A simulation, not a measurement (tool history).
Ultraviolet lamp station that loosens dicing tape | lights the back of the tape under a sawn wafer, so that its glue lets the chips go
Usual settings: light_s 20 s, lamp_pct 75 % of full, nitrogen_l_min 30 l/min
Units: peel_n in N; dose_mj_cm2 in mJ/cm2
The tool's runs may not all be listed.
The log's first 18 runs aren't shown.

run	hour	light_s	lamp_pct	nitrogen_l_min	peel_n	dose_mj_cm2
19	207.8	20	75	30	0.608	212
20	220	20	75	33	0.559	210
21	237.6	20	75	33	0.575	211
22	254.6	20	72	30	0.675	199
23	271.2	20	66	30	0.852	181
24	282.5	20	89	30	0.432	244
25	297.1	20	89	30	0.432	240
26	313.8	17	83	30	0.736	189
27	322.8	34	97	30	0.097	446
28	335.6	13	97	30	0.981	167
29	349.7	34	64	30	0.269	287
30	364.7	16	83	30	0.94	175
31	382.5	12	81	13	2.558	126
32	394.5	12	81	13	2.516	128
# hour 411: window cleaned of glue's vapour
33	412.6	12	81	13	1.987	158
34	420.6	14	90	53	0.457	202
35	437.9	14	90	53	0.468	200
36	455.8	19	66	32	0.692	197
37	473.5	19	66	32	0.71	192
38	483.4	19	66	32	0.706	194
39	498.8	22	100	21	0.25	332
40	506.2	22	80	18	0.51	268
41	519.1	22	80	18	0.525	265
42	536.3	14	75	14	1.76	163
43	543.6	14	75	14	1.903	163

4 ways to go on from here, each from the tool as it stands after run 43. What would each give?
A	554.5	13	82	32	?	?
B	554.5	10	75	30	?	?
C	554.5	10	75	10	?	?
D	554.5	12	63	14	?	?

run	peel_n	dose_mj_cm2
A	1.072	158
B	2.033	112
C	3.288	110
D	2.874	112
Without the tool's hidden state the same runs would have given:
run	peel_n	dose_mj_cm2
A	0.707	192
B	1.499	136
C	2.675	134
D	2.271	137

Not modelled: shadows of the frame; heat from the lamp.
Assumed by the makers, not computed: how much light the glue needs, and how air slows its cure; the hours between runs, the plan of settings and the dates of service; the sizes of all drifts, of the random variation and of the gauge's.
